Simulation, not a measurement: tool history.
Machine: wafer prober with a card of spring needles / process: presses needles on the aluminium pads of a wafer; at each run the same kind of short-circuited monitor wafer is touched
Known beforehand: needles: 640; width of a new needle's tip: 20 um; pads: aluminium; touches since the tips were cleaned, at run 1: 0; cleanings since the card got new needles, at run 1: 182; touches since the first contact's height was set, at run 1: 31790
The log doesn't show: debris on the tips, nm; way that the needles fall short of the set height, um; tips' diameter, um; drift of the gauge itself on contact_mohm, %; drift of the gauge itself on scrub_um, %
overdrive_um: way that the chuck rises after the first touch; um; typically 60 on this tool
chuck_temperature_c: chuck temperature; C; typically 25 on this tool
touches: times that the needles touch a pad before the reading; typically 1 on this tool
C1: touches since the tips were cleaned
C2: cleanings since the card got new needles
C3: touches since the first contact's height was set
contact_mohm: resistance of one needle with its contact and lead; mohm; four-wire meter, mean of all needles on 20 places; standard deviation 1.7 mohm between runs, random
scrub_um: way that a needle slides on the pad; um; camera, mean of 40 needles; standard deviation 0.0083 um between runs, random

Run 1, hour 0: usual settings; C1 0; C2 182; C3 31790. Result: contact_mohm 178 mohm, scrub_um 14.746 um.
At hour 13.5: tips cleaned on abrasive film.
At hour 25.2: tips cleaned on abrasive film.
Run 2, hour 25.2: usual settings; C1 0; C2 184; C3 48483. Result: contact_mohm 177 mohm, scrub_um 14.723 um.
At hour 39: tips cleaned on abrasive film.
At hour 50: tips cleaned on abrasive film.
Run 3, hour 54.5: usual settings; C1 2973; C2 186; C3 67878. Result: contact_mohm 255 mohm, scrub_um 14.695 um.
At hour 62.8: tips cleaned on abrasive film.
At hour 76.6: tips cleaned on abrasive film.
Run 4, hour 82.9: usual settings; C1 4221; C2 188; C3 86696. Result: contact_mohm 277 mohm, scrub_um 14.679 um.
At hour 88.5: tips cleaned on abrasive film.
At hour 91.5: height of the first contact set anew.
At hour 99.8: tips cleaned on abrasive film.
At hour 113.6: tips cleaned on abrasive film.
Run 5, hour 115.9: usual settings but chuck_temperature_c 32 C; C1 1533; C2 191; C3 16130. Result: contact_mohm 235 mohm, scrub_um 14.791 um.
At hour 126.9: tips cleaned on abrasive film.
At hour 137.9: tips cleaned on abrasive film.
At hour 151.4: tips cleaned on abrasive film.
At hour 165.1: tips cleaned on abrasive film.
Run 6, hour 175.5: usual settings but chuck_temperature_c 32 C; C1 6958; C2 195; C3 55633. Result: contact_mohm 300 mohm, scrub_um 14.734 um.
At hour 178.4: tips cleaned on abrasive film.
At hour 191.9: tips cleaned on abrasive film.
At hour 205.2: tips cleaned on abrasive film.
At hour 216.2: tips cleaned on abrasive film.
Run 7, hour 223.2: usual settings but chuck_temperature_c 32 C; C1 4612; C2 199; C3 87133. Result: contact_mohm 283 mohm, scrub_um 14.672 um.
At hour 228.7: tips cleaned on abrasive film.
At hour 231.8: height of the first contact set anew.
At hour 240.1: tips cleaned on abrasive film.
At hour 251.1: tips cleaned on abrasive film.
Run 8, hour 261.3: usual settings but chuck_temperature_c 32 C; C1 6819; C2 202; C3 19592. Result: contact_mohm 298 mohm, scrub_um 14.798 um.
At hour 264.2: tips cleaned on abrasive film.
At hour 275.2: tips cleaned on abrasive film.
At hour 289: tips cleaned on abrasive film.
At hour 302.5: tips cleaned on abrasive film.
Run 9, hour 308.7: usual settings; C1 4112; C2 206; C3 50914. Result: contact_mohm 279 mohm, scrub_um 14.746 um.
At hour 314.3: tips cleaned on abrasive film.
At hour 328: tips cleaned on abrasive film.
At hour 341.7: tips cleaned on abrasive film.
At hour 352.7: tips cleaned on abrasive film.
Run 10, hour 359: usual settings; C1 4165; C2 210; C3 84186. Result: contact_mohm 285 mohm, scrub_um 14.693 um.
At hour 364.5: tips cleaned on abrasive film.
At hour 372.9: height of the first contact set anew.
At hour 378.4: tips cleaned on abrasive film.
At hour 390.4: tips cleaned on abrasive film.
Run 11, hour 390.4: usual settings; C1 0; C2 213; C3 11506. Result: contact_mohm 173 mohm, scrub_um 14.775 um.
At hour 401.4: tips cleaned on abrasive film.
At hour 412.5: tips cleaned on abrasive film.
Run 12, hour 417.7: usual settings; C1 3497; C2 215; C3 29602. Result: contact_mohm 281 mohm, scrub_um 14.747 um.
At hour 426: tips cleaned on abrasive film.
At hour 439.7: tips cleaned on abrasive film.
Run 13, hour 445: usual settings but overdrive_um 71 um; C1 3511; C2 217; C3 47646. Result: contact_mohm 251 mohm, scrub_um 17.449 um.
At hour 453.3: tips cleaned on abrasive film.
At hour 467: tips cleaned on abrasive film.
At hour 478.1: tips cleaned on abrasive film.
At hour 489.1: tips cleaned on abrasive film.
Run 14, hour 495.8: usual settings but chuck_temperature_c 87 C; C1 4468; C2 221; C3 81309. Result: contact_mohm 292 mohm, scrub_um 14.677 um.
At hour 501.4: tips cleaned on abrasive film.
At hour 512.6: height of the first contact set anew.
At hour 515.5: tips cleaned on abrasive film.
At hour 529.2: tips cleaned on abrasive film.
At hour 542.9: tips cleaned on abrasive film.
Run 15, hour 552.5: usual settings but chuck_temperature_c 78 C, touches 2; C1 6413; C2 225; C3 26415. Result: contact_mohm 257 mohm, scrub_um 14.766 um.
At hour 555.2: tips cleaned on abrasive film.
At hour 569: tips cleaned on abrasive film.
At hour 580.4: tips cleaned on abrasive film.
Run 16, hour 580.4: usual settings but chuck_temperature_c 78 C, touches 2; C1 0; C2 228; C3 44814. Result: contact_mohm 186 mohm, scrub_um 14.726 um.
At hour 593.9: tips cleaned on abrasive film.
At hour 607.6: tips cleaned on abrasive film.
Run 17, hour 617.1: usual settings but overdrive_um 75 um, chuck_temperature_c 101 C, touches 3; C1 6309; C2 230; C3 69145. Result: contact_mohm 210 mohm, scrub_um 18.414 um.
At hour 619.9: tips cleaned on abrasive film.
At hour 633.5: tips cleaned on abrasive film.
At hour 647: tips cleaned on abrasive film.
Run 18, hour 651.3: usual settings but overdrive_um 44 um, chuck_temperature_c 47 C, touches 2; C1 2824; C2 233; C3 91741. Result: contact_mohm 288 mohm, scrub_um 10.719 um.
At hour 654.3: height of the first contact set anew.
At hour 659.9: tips cleaned on abrasive film.
At hour 670.9: tips cleaned on abrasive film.
At hour 684.4: tips cleaned on abrasive film.
At hour 698.1: tips cleaned on abrasive film.
Run 19, hour 699.6: usual settings but overdrive_um 55 um, chuck_temperature_c 100 C, touches 2; C1 1009; C2 237; C3 29937. Result: contact_mohm 224 mohm, scrub_um 13.519 um.
At hour 710.6: tips cleaned on abrasive film.
At hour 724.4: tips cleaned on abrasive film.
At hour 738.2: tips cleaned on abrasive film.
Run 20, hour 742.3: usual settings but overdrive_um 64 um, chuck_temperature_c 102 C, touches 3; C1 2714; C2 240; C3 58196. Result: contact_mohm 211 mohm, scrub_um 15.712 um.
At hour 750.6: tips cleaned on abrasive film.
At hour 764.1: tips cleaned on abrasive film.
At hour 775.1: tips cleaned on abrasive film.
Run 21, hour 777.5: usual settings but overdrive_um 69 um, chuck_temperature_c 54 C; C1 1580; C2 243; C3 81482. Result: contact_mohm 223 mohm, scrub_um 16.928 um.
At hour 788.5: tips cleaned on abrasive film.
At hour 794.3: height of the first contact set anew.
At hour 799.9: tips cleaned on abrasive film.
At hour 813.1: tips cleaned on abrasive film.
At hour 824.2: tips cleaned on abrasive film.
Run 22, hour 833.3: usual settings but overdrive_um 69 um, chuck_temperature_c 47 C; C1 6093; C2 247; C3 25818. Result: contact_mohm 272 mohm, scrub_um 16.983 um.
At hour 836.1: tips cleaned on abrasive film.
At hour 849.7: tips cleaned on abrasive film.
At hour 860.7: tips cleaned on abrasive film.
At hour 874.3: tips cleaned on abrasive film.
Run 23, hour 877.2: usual settings but overdrive_um 72 um, chuck_temperature_c 58 C; C1 1935; C2 251; C3 54855. Result: contact_mohm 235 mohm, scrub_um 17.664 um.
At hour 885.5: tips cleaned on abrasive film.
At hour 899.1: tips cleaned on abrasive film.
At hour 912.9: tips cleaned on abrasive film.
Run 24, hour 917.5: usual settings but chuck_temperature_c 60 C; C1 3059; C2 254; C3 81487. Result: contact_mohm 283 mohm, scrub_um 14.654 um.
At hour 925.8: tips cleaned on abrasive film.
At hour 934: height of the first contact set anew.
At hour 939.6: tips cleaned on abrasive film.
At hour 953.1: tips cleaned on abrasive film.
Run 25, hour 962.8: usual settings but overdrive_um 48 um, touches 3; C1 6532; C2 257; C3 19085. Result: contact_mohm 248 mohm, scrub_um 11.812 um.
At hour 965.7: tips cleaned on abrasive film.
At hour 976.7: tips cleaned on abrasive film.
At hour 990.5: tips cleaned on abrasive film.
At hour 1001.5: tips cleaned on abrasive film.
Run 26, hour 1006.3: usual settings but chuck_temperature_c 75 C; C1 3205; C2 261; C3 47836. Result: contact_mohm 281 mohm, scrub_um 14.725 um.
At hour 1014.7: tips cleaned on abrasive film.
At hour 1028.1: tips cleaned on abrasive film.
At hour 1041.6: tips cleaned on abrasive film.
Run 27, hour 1043.7: usual settings but overdrive_um 78 um; C1 1365; C2 264; C3 72519. Result: contact_mohm 215 mohm, scrub_um 19.118 um.

How the hidden state differs across the entries between the runs, from the last listed run before each to the first after it:
From run 1 to run 2: tips cleaned on abrasive film (hour 13.5); tips cleaned on abrasive film (hour 25.2)
  debris on the tips, nm: 5.9 -> 6.6; way that the needles fall short of the set height, um: 0.24 -> 0.34; tips' diameter, um: 23.46 -> 23.5
  measured minus no-state result, contact_mohm: +10 -> +11 mohm; scrub_um: -0.06 -> -0.084 um
From run 2 to run 3: tips cleaned on abrasive film (hour 39); tips cleaned on abrasive film (hour 50)
  debris on the tips, nm: 6.6 -> 59.5; way that the needles fall short of the set height, um: 0.34 -> 0.44; tips' diameter, um: 23.5 -> 23.53
  measured minus no-state result, contact_mohm: +11 -> +89 mohm; scrub_um: -0.084 -> -0.109 um
From run 3 to run 4: tips cleaned on abrasive film (hour 62.8); tips cleaned on abrasive film (hour 76.6)
  debris on the tips, nm: 59.5 -> 76.2; way that the needles fall short of the set height, um: 0.44 -> 0.55; tips' diameter, um: 23.53 -> 23.57
  measured minus no-state result, contact_mohm: +89 -> +113 mohm; scrub_um: -0.109 -> -0.136 um
From run 4 to run 5: tips cleaned on abrasive film (hour 88.5); height of the first contact set anew (hour 91.5); tips cleaned on abrasive film (hour 99.8); tips cleaned on abrasive film (hour 113.6)
  debris on the tips, nm: 76.2 -> 44.5; way that the needles fall short of the set height, um: 0.55 -> 0.1; tips' diameter, um: 23.57 -> 23.62
  measured minus no-state result, contact_mohm: +113 -> +65 mohm; scrub_um: -0.136 -> -0.024 um
From run 5 to run 6: tips cleaned on abrasive film (hour 126.9); tips cleaned on abrasive film (hour 137.9); tips cleaned on abrasive film (hour 151.4); tips cleaned on abrasive film (hour 165.1)
  debris on the tips, nm: 44.5 -> 87.9; way that the needles fall short of the set height, um: 0.1 -> 0.33; tips' diameter, um: 23.62 -> 23.7
  measured minus no-state result, contact_mohm: +65 -> +131 mohm; scrub_um: -0.024 -> -0.081 um
From run 6 to run 7: tips cleaned on abrasive film (hour 178.4); tips cleaned on abrasive film (hour 191.9); tips cleaned on abrasive film (hour 205.2); tips cleaned on abrasive film (hour 216.2)
  debris on the tips, nm: 87.9 -> 78.5; way that the needles fall short of the set height, um: 0.33 -> 0.57; tips' diameter, um: 23.7 -> 23.79
  measured minus no-state result, contact_mohm: +131 -> +117 mohm; scrub_um: -0.081 -> -0.141 um
From run 7 to run 8: tips cleaned on abrasive film (hour 228.7); height of the first contact set anew (hour 231.8); tips cleaned on abrasive film (hour 240.1); tips cleaned on abrasive film (hour 251.1)
  debris on the tips, nm: 78.5 -> 87.6; way that the needles fall short of the set height, um: 0.57 -> 0.09; tips' diameter, um: 23.79 -> 23.84
  measured minus no-state result, contact_mohm: +117 -> +129 mohm; scrub_um: -0.141 -> -0.022 um
From run 8 to run 9: tips cleaned on abrasive film (hour 264.2); tips cleaned on abrasive film (hour 275.2); tips cleaned on abrasive film (hour 289); tips cleaned on abrasive film (hour 302.5)
  debris on the tips, nm: 87.6 -> 72.1; way that the needles fall short of the set height, um: 0.09 -> 0.32; tips' diameter, um: 23.84 -> 23.93
  measured minus no-state result, contact_mohm: +129 -> +110 mohm; scrub_um: -0.022 -> -0.08 um
From run 9 to run 10: tips cleaned on abrasive film (hour 314.3); tips cleaned on abrasive film (hour 328); tips cleaned on abrasive film (hour 341.7); tips cleaned on abrasive film (hour 352.7)
  debris on the tips, nm: 72.1 -> 75.8; way that the needles fall short of the set height, um: 0.32 -> 0.51; tips' diameter, um: 23.93 -> 23.99
  measured minus no-state result, contact_mohm: +110 -> +116 mohm; scrub_um: -0.08 -> -0.125 um
From run 10 to run 11: tips cleaned on abrasive film (hour 364.5); height of the first contact set anew (hour 372.9); tips cleaned on abrasive film (hour 378.4); tips cleaned on abrasive film (hour 390.4)
  debris on the tips, nm: 75.8 -> 4.3; way that the needles fall short of the set height, um: 0.51 -> 0.13; tips' diameter, um: 23.99 -> 24.05
  measured minus no-state result, contact_mohm: +116 -> +8 mohm; scrub_um: -0.125 -> -0.033 um
From run 11 to run 12: tips cleaned on abrasive film (hour 401.4); tips cleaned on abrasive film (hour 412.5)
  debris on the tips, nm: 4.3 -> 74.2; way that the needles fall short of the set height, um: 0.13 -> 0.26; tips' diameter, um: 24.05 -> 24.1
  measured minus no-state result, contact_mohm: +8 -> +114 mohm; scrub_um: -0.033 -> -0.065 um
From run 12 to run 13: tips cleaned on abrasive film (hour 426); tips cleaned on abrasive film (hour 439.7)
  debris on the tips, nm: 74.2 -> 73; way that the needles fall short of the set height, um: 0.26 -> 0.34; tips' diameter, um: 24.1 -> 24.12
  measured minus no-state result, contact_mohm: +114 -> +83 mohm; scrub_um: -0.065 -> -0.085 um
From run 13 to run 14: tips cleaned on abrasive film (hour 453.3); tips cleaned on abrasive film (hour 467); tips cleaned on abrasive film (hour 478.1); tips cleaned on abrasive film (hour 489.1)
  debris on the tips, nm: 73 -> 80.8; way that the needles fall short of the set height, um: 0.34 -> 0.54; tips' diameter, um: 24.12 -> 24.19
  measured minus no-state result, contact_mohm: +83 -> +114 mohm; scrub_um: -0.085 -> -0.134 um
From run 14 to run 15: tips cleaned on abrasive film (hour 501.4); height of the first contact set anew (hour 512.6); tips cleaned on abrasive film (hour 515.5); tips cleaned on abrasive film (hour 529.2); tips cleaned on abrasive film (hour 542.9)
  debris on the tips, nm: 80.8 -> 88.8; way that the needles fall short of the set height, um: 0.54 -> 0.16; tips' diameter, um: 24.19 -> 24.27
  measured minus no-state result, contact_mohm: +114 -> +78 mohm; scrub_um: -0.134 -> -0.041 um
From run 15 to run 16: tips cleaned on abrasive film (hour 555.2); tips cleaned on abrasive film (hour 569); tips cleaned on abrasive film (hour 580.4)
  debris on the tips, nm: 88.8 -> 6.5; way that the needles fall short of the set height, um: 0.16 -> 0.34; tips' diameter, um: 24.27 -> 24.33
  measured minus no-state result, contact_mohm: +78 -> +8 mohm; scrub_um: -0.041 -> -0.084 um
From run 16 to run 17: tips cleaned on abrasive film (hour 593.9); tips cleaned on abrasive film (hour 607.6)
  debris on the tips, nm: 6.5 -> 87.1; way that the needles fall short of the set height, um: 0.34 -> 0.43; tips' diameter, um: 24.33 -> 24.36
  measured minus no-state result, contact_mohm: +8 -> +31 mohm; scrub_um: -0.084 -> -0.106 um
From run 17 to run 18: tips cleaned on abrasive film (hour 619.9); tips cleaned on abrasive film (hour 633.5); tips cleaned on abrasive film (hour 647)
  debris on the tips, nm: 87.1 -> 67.1; way that the needles fall short of the set height, um: 0.43 -> 0.59; tips' diameter, um: 24.36 -> 24.42
  measured minus no-state result, contact_mohm: +31 -> +112 mohm; scrub_um: -0.106 -> -0.146 um
From run 18 to run 19: height of the first contact set anew (hour 654.3); tips cleaned on abrasive film (hour 659.9); tips cleaned on abrasive film (hour 670.9); tips cleaned on abrasive film (hour 684.4); tips cleaned on abrasive film (hour 698.1)
  debris on the tips, nm: 67.1 -> 36.9; way that the needles fall short of the set height, um: 0.59 -> 0.21; tips' diameter, um: 24.42 -> 24.49
  measured minus no-state result, contact_mohm: +112 -> +40 mohm; scrub_um: -0.146 -> -0.052 um
From run 19 to run 20: tips cleaned on abrasive film (hour 710.6); tips cleaned on abrasive film (hour 724.4); tips cleaned on abrasive film (hour 738.2)
  debris on the tips, nm: 36.9 -> 64; way that the needles fall short of the set height, um: 0.21 -> 0.34; tips' diameter, um: 24.49 -> 24.54
  measured minus no-state result, contact_mohm: +40 -> +31 mohm; scrub_um: -0.052 -> -0.085 um
From run 20 to run 21: tips cleaned on abrasive film (hour 750.6); tips cleaned on abrasive film (hour 764.1); tips cleaned on abrasive film (hour 775.1)
  debris on the tips, nm: 64 -> 42.9; way that the needles fall short of the set height, um: 0.34 -> 0.48; tips' diameter, um: 24.54 -> 24.58
  measured minus no-state result, contact_mohm: +31 -> +52 mohm; scrub_um: -0.085 -> -0.118 um
From run 21 to run 22: tips cleaned on abrasive film (hour 788.5); height of the first contact set anew (hour 794.3); tips cleaned on abrasive film (hour 799.9); tips cleaned on abrasive film (hour 813.1); tips cleaned on abrasive film (hour 824.2)
  debris on the tips, nm: 42.9 -> 83.1; way that the needles fall short of the set height, um: 0.48 -> 0.18; tips' diameter, um: 24.58 -> 24.66
  measured minus no-state result, contact_mohm: +52 -> +100 mohm; scrub_um: -0.118 -> -0.045 um
From run 22 to run 23: tips cleaned on abrasive film (hour 836.1); tips cleaned on abrasive film (hour 849.7); tips cleaned on abrasive film (hour 860.7); tips cleaned on abrasive film (hour 874.3)
  debris on the tips, nm: 83.1 -> 54.1; way that the needles fall short of the set height, um: 0.18 -> 0.41; tips' diameter, um: 24.66 -> 24.74
  measured minus no-state result, contact_mohm: +100 -> +61 mohm; scrub_um: -0.045 -> -0.102 um
From run 23 to run 24: tips cleaned on abrasive film (hour 885.5); tips cleaned on abrasive film (hour 899.1); tips cleaned on abrasive film (hour 912.9)
  debris on the tips, nm: 54.1 -> 67.6; way that the needles fall short of the set height, um: 0.41 -> 0.58; tips' diameter, um: 24.74 -> 24.8
  measured minus no-state result, contact_mohm: +61 -> +106 mohm; scrub_um: -0.102 -> -0.143 um
From run 24 to run 25: tips cleaned on abrasive film (hour 925.8); height of the first contact set anew (hour 934); tips cleaned on abrasive film (hour 939.6); tips cleaned on abrasive film (hour 953.1)
  debris on the tips, nm: 67.6 -> 88.6; way that the needles fall short of the set height, um: 0.58 -> 0.13; tips' diameter, um: 24.8 -> 24.86
  measured minus no-state result, contact_mohm: +106 -> +78 mohm; scrub_um: -0.143 -> -0.032 um
From run 25 to run 26: tips cleaned on abrasive film (hour 965.7); tips cleaned on abrasive film (hour 976.7); tips cleaned on abrasive film (hour 990.5); tips cleaned on abrasive film (hour 1001.5)
  debris on the tips, nm: 88.6 -> 65.3; way that the needles fall short of the set height, um: 0.13 -> 0.36; tips' diameter, um: 24.86 -> 24.95
  measured minus no-state result, contact_mohm: +78 -> +102 mohm; scrub_um: -0.032 -> -0.09 um
From run 26 to run 27: tips cleaned on abrasive film (hour 1014.7); tips cleaned on abrasive film (hour 1028.1); tips cleaned on abrasive film (hour 1041.6)
  debris on the tips, nm: 65.3 -> 47.3; way that the needles fall short of the set height, um: 0.36 -> 0.52; tips' diameter, um: 24.95 -> 25
  measured minus no-state result, contact_mohm: +102 -> +49 mohm; scrub_um: -0.09 -> -0.128 um

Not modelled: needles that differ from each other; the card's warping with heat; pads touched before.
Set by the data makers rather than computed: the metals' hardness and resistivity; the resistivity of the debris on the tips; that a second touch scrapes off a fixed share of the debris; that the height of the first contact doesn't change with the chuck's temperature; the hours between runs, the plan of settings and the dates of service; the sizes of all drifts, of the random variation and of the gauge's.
